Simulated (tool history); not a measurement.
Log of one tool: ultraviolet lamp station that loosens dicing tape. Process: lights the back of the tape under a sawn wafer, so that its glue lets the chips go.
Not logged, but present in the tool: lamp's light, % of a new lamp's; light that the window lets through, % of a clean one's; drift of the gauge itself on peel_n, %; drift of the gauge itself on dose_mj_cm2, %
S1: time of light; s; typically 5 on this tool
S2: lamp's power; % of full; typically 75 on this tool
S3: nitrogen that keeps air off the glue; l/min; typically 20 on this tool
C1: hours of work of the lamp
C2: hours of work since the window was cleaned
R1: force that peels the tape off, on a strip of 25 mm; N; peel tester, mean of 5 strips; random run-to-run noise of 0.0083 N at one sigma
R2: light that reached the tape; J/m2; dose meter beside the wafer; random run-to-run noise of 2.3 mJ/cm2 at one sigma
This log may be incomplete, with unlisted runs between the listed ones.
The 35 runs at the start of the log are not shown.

| run | hour | S1 | S2 | S3 | C1 | C2 | R1 | R2 |
|---|---|---|---|---|---|---|---|---|
|  | 279.5 | window cleaned of glue's vapour |
| 36 | 279.8 | 8 | 95 | 8 | 445 | 0 | 0.176 | 4190 |
| 37 | 288.7 | 8 | 95 | 8 | 451 | 6 | 0.184 | 4200 |
| 38 | 294.0 | 4 | 75 | 9 | 455 | 10 | 1.065 | 1660 |
| 39 | 300.4 | 9 | 75 | 18 | 459 | 14 | 0.145 | 3680 |
| 40 | 306.1 | 9 | 75 | 18 | 463 | 18 | 0.141 | 3760 |
| 41 | 313.8 | 5 | 85 | 13 | 468 | 23 | 0.376 | 2320 |
| 42 | 318.2 | 5 | 82 | 15 | 471 | 26 | 0.354 | 2260 |
| 43 | 323.5 | 5 | 82 | 15 | 475 | 29 | 0.357 | 2240 |

Forecast each of these 3 alternatives for the next run:
| A | 329.2 | 5 | 60 | 20 | 478 | 33 | ? | ? |
| B | 329.2 | 5 | 81 | 34 | 478 | 33 | ? | ? |
| C | 329.2 | 3 | 83 | 38 | 478 | 33 | ? | ? |

| run | R1 | R2 |
|---|---|---|
| A | 0.538 | 1630 |
| B | 0.197 | 2230 |
| C | 0.501 | 1410 |
With no hidden state in the tool, these same runs would have given:
| run | R1 | R2 |
|---|---|---|
| A | 0.537 | 1640 |
| B | 0.197 | 2240 |
| C | 0.499 | 1410 |

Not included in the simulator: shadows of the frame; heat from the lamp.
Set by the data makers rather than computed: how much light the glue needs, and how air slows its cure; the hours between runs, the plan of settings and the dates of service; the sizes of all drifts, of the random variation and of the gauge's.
